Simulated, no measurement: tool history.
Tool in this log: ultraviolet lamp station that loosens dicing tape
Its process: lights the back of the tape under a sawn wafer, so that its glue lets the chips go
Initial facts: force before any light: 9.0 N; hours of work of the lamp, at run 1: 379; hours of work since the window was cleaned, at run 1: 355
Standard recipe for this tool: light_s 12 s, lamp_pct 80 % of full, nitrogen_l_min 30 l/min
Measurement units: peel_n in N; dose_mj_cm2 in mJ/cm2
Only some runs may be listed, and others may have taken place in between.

run	hour	light_s	lamp_pct	nitrogen_l_min	hours of work of the lamp	hours of work since the window was cleaned	peel_n	dose_mj_cm2
1	0.0	12	80	30	379	355	1.354	246
2	15.1	6	80	30	389	366	3.393	122
3	29.8	6	80	30	400	377	3.635	121
4	46.9	6	80	30	412	389	3.523	122
# hour 53.6: window cleaned of glue's vapour
5	59.5	12	84	30	421	4	0.982	287
6	72.4	12	80	30	430	14	1.136	272
7	79.8	12	80	30	436	19	1.059	272
8	97.1	12	80	30	448	31	1.155	269
9	107.2	12	80	30	455	39	1.143	270
10	122.7	12	80	30	467	50	1.190	267
11	130.4	9	76	32	472	55	2.048	193
12	138.8	12	68	32	478	61	1.516	228
13	151.4	7	62	39	487	70	3.233	121
14	167.8	6	84	10	499	82	4.452	139
15	185.1	7	82	59	512	95	2.171	152
16	193.0	7	86	29	517	100	2.624	163
17	208.8	10	81	10	529	112	2.742	219
18	221.7	7	63	30	538	121	3.785	120
19	239.2	12	93	31	550	134	0.942	295
20	246.4	9	66	12	556	139	3.720	160

Alternative continuations, all from the tool just after run 20; predict every row:
A	258.3	12	79	12	564	147	?	?
B	258.3	6	66	11	564	147	?	?
C	258.3	8	66	12	564	147	?	?
D	258.3	9	66	22	564	147	?	?
E	258.3	12	66	12	564	147	?	?

run	peel_n	dose_mj_cm2
A	2.132	253
B	5.119	103
C	4.092	136
D	2.950	159
E	2.708	211
With the hidden condition removed and each run's random variation left untouched, the same runs would have given:
run	peel_n	dose_mj_cm2
A	1.609	304
B	4.551	125
C	3.484	165
D	2.363	191
E	2.135	253
